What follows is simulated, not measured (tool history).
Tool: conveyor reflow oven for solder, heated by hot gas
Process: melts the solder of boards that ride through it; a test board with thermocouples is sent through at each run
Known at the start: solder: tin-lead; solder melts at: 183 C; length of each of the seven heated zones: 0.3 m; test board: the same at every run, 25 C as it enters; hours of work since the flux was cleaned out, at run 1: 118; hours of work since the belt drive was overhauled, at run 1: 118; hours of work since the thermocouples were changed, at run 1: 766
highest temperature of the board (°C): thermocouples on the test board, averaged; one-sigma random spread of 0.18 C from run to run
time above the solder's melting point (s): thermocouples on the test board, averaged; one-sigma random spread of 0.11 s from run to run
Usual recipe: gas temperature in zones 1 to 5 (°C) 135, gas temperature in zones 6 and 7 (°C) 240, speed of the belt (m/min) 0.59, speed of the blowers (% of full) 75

run   hour  gas temperature in zones 1 to 5 (°C)  gas temperature in zones 6 and 7 (°C)  speed of the belt (m/min)  speed of the blowers (% of full)  hours of work since the flux was cleaned out  hours of work since the belt drive was overhauled  hours of work since the thermocouples were changed  highest temperature of the board (°C)  time above the solder's melting point (s)
  1      0                                   135                                    240                       0.59                                75                                           118                                                118                                                 766                                  217.6                                       44.5
  2     23                                   135                                    240                       0.59                                75                                           133                                                133                                                 781                                  217.2                                       44.2
  3   44.8                                   135                                    240                       0.59                                75                                           148                                                148                                                 795                                  217.5                                       44.4
  4   81.3                                   135                                    236                       0.59                                75                                           172                                                172                                                 820                                  214.5                                       42.1
      89.2  -- thermocouples of zones 6 and 7 changed
  5  114.6                                   135                                    236                       0.59                                75                                           193                                                193                                                  17                                  214.5                                       42.3
  6  135.1                                   135                                    236                      0.514                                75                                           206                                                206                                                  31                                  219.1                                       52.8
  7  159.3                                   135                                    236                      0.514                                75                                           223                                                223                                                  47                                  219.3                                       52.7
  8  192.2                                   135                                    236                      0.514                                75                                           244                                                244                                                  69                                  218.9                                       52.9
  9  227.6                                   135                                    236                      0.514                                75                                           268                                                268                                                  92                                  219.3                                       52.8
       256  -- flux residue cleaned out of gas plates and filters
 10  258.8                                   135                                    236                      0.514                                75                                             2                                                286                                                 110                                  219.1                                       52.8
 11    276                                   135                                    236                      0.514                                75                                            13                                                297                                                 121                                  218.9                                       53.1
 12  303.1                                   135                                    236                      0.514                                52                                            31                                                315                                                 139                                  213.6                                       47.7
 13  329.3                                   135                                    236                      0.514                                52                                            49                                                332                                                 157                                  213.5                                       47.9
 14  354.8                                   135                                    236                      0.514                                52                                            66                                                349                                                 174                                  213.4                                       47.5
 15    373                                   135                                    236                      0.514                                52                                            78                                                362                                                 186                                  213.5                                       47.7
 16  406.2                                   136                                    234                      0.549                                72                                           100                                                384                                                 208                                  214.4                                       46.4

What will run 17 give?
 17  427.2                                   136                                    234                      0.549                                72                                           114                                                398                                                 222                                      ?                                          ?

{"run 17": {"highest temperature of the board (°C)": 214.8, "time above the solder's melting point (s)": 46.3}}
If the tool had no hidden condition, the same run with the same run-to-run variation would have returned highest temperature of the board (°C) 214.8, time above the solder's melting point (s) 46.4.
